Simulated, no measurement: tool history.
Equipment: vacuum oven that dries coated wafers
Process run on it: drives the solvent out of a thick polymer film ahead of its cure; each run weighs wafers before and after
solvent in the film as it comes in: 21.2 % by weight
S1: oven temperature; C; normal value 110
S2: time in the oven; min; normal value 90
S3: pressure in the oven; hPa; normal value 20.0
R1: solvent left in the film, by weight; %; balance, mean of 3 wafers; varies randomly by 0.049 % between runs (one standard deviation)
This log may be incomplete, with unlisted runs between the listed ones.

Run 1, hour 0.0: usual settings. Result: R1 3.62 %.
Run 2, hour 16.8: usual settings. Result: R1 3.57 %.
Run 3, hour 31.3: usual settings. Result: R1 3.58 %.
Run 4, hour 48.2: usual settings. Result: R1 3.56 %.
Run 5, hour 59.6: usual settings. Result: R1 3.51 %.
Run 6, hour 75.2: usual settings. Result: R1 3.56 %.
Run 7, hour 86.5: usual settings but S3 15.0 hPa. Result: R1 3.44 %.
Run 8, hour 98.1: usual settings but S2 52 min. Result: R1 6.69 %.
Run 9, hour 110.3: usual settings but S2 70 min. Result: R1 4.86 %.
Run 10, hour 126.0: usual settings but S1 116 C, S2 70 min. Result: R1 3.08 %.
Run 11, hour 141.8: usual settings but S1 100 C, S3 19.2 hPa. Result: R1 6.85 %.
Run 12, hour 153.7: usual settings but S2 75 min, S3 71.8 hPa. Result: R1 5.95 %.
Run 13, hour 161.0: usual settings but S2 122 min, S3 17.5 hPa. Result: R1 2.20 %.
Run 14, hour 172.4: usual settings but S2 152 min, S3 42.6 hPa. Result: R1 2.35 %.
Run 15, hour 185.4: usual settings but S2 62 min, S3 32.1 hPa. Result: R1 5.87 %.
Run 16, hour 200.2: usual settings but S1 123 C, S2 62 min, S3 13.9 hPa. Result: R1 1.79 %.
Run 17, hour 214.9: usual settings but S1 114 C, S2 138 min, S3 39.5 hPa. Result: R1 1.75 %.
Run 18, hour 231.7: usual settings but S1 114 C, S2 138 min, S3 39.5 hPa. Result: R1 1.75 %.

Below are 5 alternative next runs, each starting from the tool's condition after run 18. Predict each:
Run A, hour 240.4: usual settings but S2 145 min. Result: R1 ?.
Run B, hour 240.4: usual settings but S1 114 C, S2 48 min, S3 14.6 hPa. Result: R1 ?.
Run C, hour 240.4: usual settings but S1 107 C, S2 93 min, S3 22.2 hPa. Result: R1 ?.
Run D, hour 240.4: usual settings but S1 122 C, S2 77 min. Result: R1 ?.
Run E, hour 240.4: usual settings but S2 120 min. Result: R1 ?.

run    R1
  A  1.66
  B  5.67
  C  4.38
  D  1.48
  E  2.25
What these runs would have given with no unlogged condition in the tool:
run    R1
  A  1.94
  B  6.29
  C  4.97
  D  1.76
  E  2.64

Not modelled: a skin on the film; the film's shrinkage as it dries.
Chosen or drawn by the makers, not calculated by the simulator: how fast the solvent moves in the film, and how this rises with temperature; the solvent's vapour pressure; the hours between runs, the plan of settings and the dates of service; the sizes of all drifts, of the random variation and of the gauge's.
